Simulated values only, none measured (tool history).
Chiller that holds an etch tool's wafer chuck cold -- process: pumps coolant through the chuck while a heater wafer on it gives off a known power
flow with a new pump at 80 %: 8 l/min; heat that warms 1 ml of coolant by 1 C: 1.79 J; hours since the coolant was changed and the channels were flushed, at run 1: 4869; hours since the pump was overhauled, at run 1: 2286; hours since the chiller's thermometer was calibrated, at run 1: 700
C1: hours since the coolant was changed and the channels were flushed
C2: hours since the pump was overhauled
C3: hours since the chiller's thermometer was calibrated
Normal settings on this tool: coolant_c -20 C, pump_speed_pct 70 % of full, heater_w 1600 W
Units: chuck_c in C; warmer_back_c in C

Run 1, hour 0.0: usual settings; C1 4869; C2 2286; C3 700. Result: chuck_c 3.9 C, warmer_back_c 8.01 C.
Run 2, hour 32.7: usual settings but coolant_c -15 C; C1 4901; C2 2319; C3 732. Result: chuck_c 9.0 C, warmer_back_c 8.09 C.
Run 3, hour 75.9: usual settings but coolant_c -14 C; C1 4944; C2 2362; C3 776. Result: chuck_c 10.2 C, warmer_back_c 7.98 C.
Run 4, hour 110.2: usual settings but coolant_c -26 C; C1 4979; C2 2396; C3 810. Result: chuck_c -1.8 C, warmer_back_c 8.05 C.
Run 5, hour 175.0: usual settings but coolant_c -26 C; C1 5044; C2 2461; C3 875. Result: chuck_c -1.8 C, warmer_back_c 7.96 C.
Run 6, hour 247.4: usual settings but heater_w 1618 W; C1 5116; C2 2533; C3 947. Result: chuck_c 4.4 C, warmer_back_c 8.15 C.
Run 7, hour 297.8: usual settings but heater_w 988 W; C1 5166; C2 2584; C3 997. Result: chuck_c -5.2 C, warmer_back_c 4.98 C.
Run 8, hour 369.7: usual settings but heater_w 1305 W; C1 5238; C2 2656; C3 1069. Result: chuck_c -0.4 C, warmer_back_c 6.57 C.
Run 9, hour 424.5: usual settings; C1 5293; C2 2710; C3 1124. Result: chuck_c 4.2 C, warmer_back_c 8.00 C.
Run 10, hour 464.0: usual settings; C1 5333; C2 2750; C3 1164. Result: chuck_c 4.4 C, warmer_back_c 8.01 C.
Run 11, hour 512.6: usual settings but heater_w 1980 W; C1 5381; C2 2799; C3 1212. Result: chuck_c 10.3 C, warmer_back_c 9.95 C.
Run 12, hour 547.2: usual settings but heater_w 1980 W; C1 5416; C2 2833; C3 1247. Result: chuck_c 10.2 C, warmer_back_c 9.93 C.
Run 13, hour 611.3: usual settings but heater_w 1980 W; C1 5480; C2 2897; C3 1311. Result: chuck_c 10.1 C, warmer_back_c 9.95 C.
Run 14, hour 661.8: usual settings; C1 5530; C2 2948; C3 1362. Result: chuck_c 4.5 C, warmer_back_c 8.02 C.
Run 15, hour 737.1: usual settings but pump_speed_pct 94 % of full; C1 5606; C2 3023; C3 1437. Result: chuck_c -0.2 C, warmer_back_c 5.91 C.
Run 16, hour 786.3: usual settings but coolant_c -21 C, pump_speed_pct 94 % of full; C1 5655; C2 3072; C3 1486. Result: chuck_c -1.4 C, warmer_back_c 5.90 C.
Run 17, hour 829.6: usual settings but coolant_c -29 C, pump_speed_pct 98 % of full; C1 5698; C2 3116; C3 1529. Result: chuck_c -9.9 C, warmer_back_c 5.66 C.
Run 18, hour 865.1: usual settings but coolant_c -29 C, pump_speed_pct 98 % of full; C1 5734; C2 3151; C3 1565. Result: chuck_c -9.8 C, warmer_back_c 5.58 C.
Run 19, hour 899.1: usual settings but coolant_c -24 C, pump_speed_pct 90 % of full, heater_w 1144 W; C1 5768; C2 3185; C3 1599. Result: chuck_c -9.5 C, warmer_back_c 4.37 C.
Run 20, hour 970.9: usual settings but coolant_c -24 C, pump_speed_pct 90 % of full, heater_w 1144 W; C1 5839; C2 3257; C3 1671. Result: chuck_c -9.5 C, warmer_back_c 4.43 C.
Run 21, hour 1038.5: usual settings but coolant_c -29 C, pump_speed_pct 100 % of full, heater_w 1223 W; C1 5907; C2 3324; C3 1738. Result: chuck_c -14.3 C, warmer_back_c 4.20 C.
Run 22, hour 1081.7: usual settings but pump_speed_pct 72 % of full, heater_w 2105 W; C1 5950; C2 3368; C3 1781. Result: chuck_c 11.8 C, warmer_back_c 10.38 C.
Run 23, hour 1132.5: usual settings but coolant_c -15 C; C1 6001; C2 3418; C3 1832. Result: chuck_c 9.8 C, warmer_back_c 8.02 C.
Run 24, hour 1179.8: usual settings but coolant_c -12 C; C1 6048; C2 3466; C3 1879. Result: chuck_c 12.7 C, warmer_back_c 8.15 C.
Run 25, hour 1225.2: usual settings but coolant_c -24 C, pump_speed_pct 77 % of full, heater_w 1335 W; C1 6094; C2 3511; C3 1925. Result: chuck_c -4.7 C, warmer_back_c 6.04 C.
Run 26, hour 1297.7: usual settings but coolant_c -21 C, pump_speed_pct 97 % of full, heater_w 2204 W; C1 6166; C2 3584; C3 1997. Result: chuck_c 5.9 C, warmer_back_c 7.85 C.
Run 27, hour 1370.2: usual settings but coolant_c -28 C, pump_speed_pct 78 % of full; C1 6239; C2 3656; C3 2070. Result: chuck_c -4.9 C, warmer_back_c 7.29 C.
Run 28, hour 1405.7: usual settings but coolant_c -30 C, pump_speed_pct 69 % of full, heater_w 1050 W; C1 6274; C2 3692; C3 2105. Result: chuck_c -13.4 C, warmer_back_c 5.44 C.
Run 29, hour 1463.2: usual settings but coolant_c -30 C, pump_speed_pct 69 % of full, heater_w 1002 W; C1 6332; C2 3749; C3 2163. Result: chuck_c -14.2 C, warmer_back_c 5.12 C.
At hour 1519.7: chiller's thermometer calibrated.
Run 30, hour 1526.3: usual settings but pump_speed_pct 92 % of full; C1 6394; C2 3811; C3 7. Result: chuck_c 0.4 C, warmer_back_c 6.08 C.
Run 31, hour 1599.9: usual settings but coolant_c -22 C, pump_speed_pct 99 % of full, heater_w 1668 W; C1 6468; C2 3885; C3 80. Result: chuck_c -1.9 C, warmer_back_c 5.84 C.

Consider 5 possible next runs. They are alternatives, not a sequence: every one starts from the tool as it was left by run 31. What does each give?
Run A, hour 1651.6: usual settings but coolant_c -17 C, pump_speed_pct 99 % of full, heater_w 1668 W; C1 6519; C2 3937; C3 132. Result: chuck_c ?, warmer_back_c ?.
Run B, hour 1651.6: usual settings but heater_w 1518 W; C1 6519; C2 3937; C3 132. Result: chuck_c ?, warmer_back_c ?.
Run C, hour 1651.6: usual settings but coolant_c -16 C, pump_speed_pct 63 % of full; C1 6519; C2 3937; C3 132. Result: chuck_c ?, warmer_back_c ?.
Run D, hour 1651.6: usual settings but heater_w 1031 W; C1 6519; C2 3937; C3 132. Result: chuck_c ?, warmer_back_c ?.
Run E, hour 1651.6: usual settings but pump_speed_pct 65 % of full; C1 6519; C2 3937; C3 132. Result: chuck_c ?, warmer_back_c ?.

run  chuck_c  warmer_back_c
  A      3.4           5.87
  B      3.8           7.72
  C     11.1           9.12
  D     -3.7           5.25
  E      6.6           8.77
With the hidden condition removed and each run's random variation left untouched, the same runs would have given:
run  chuck_c  warmer_back_c
  A      0.8           5.59
  B      0.9           7.36
  C      7.8           8.69
  D     -5.7           5.00
  E      3.4           8.36
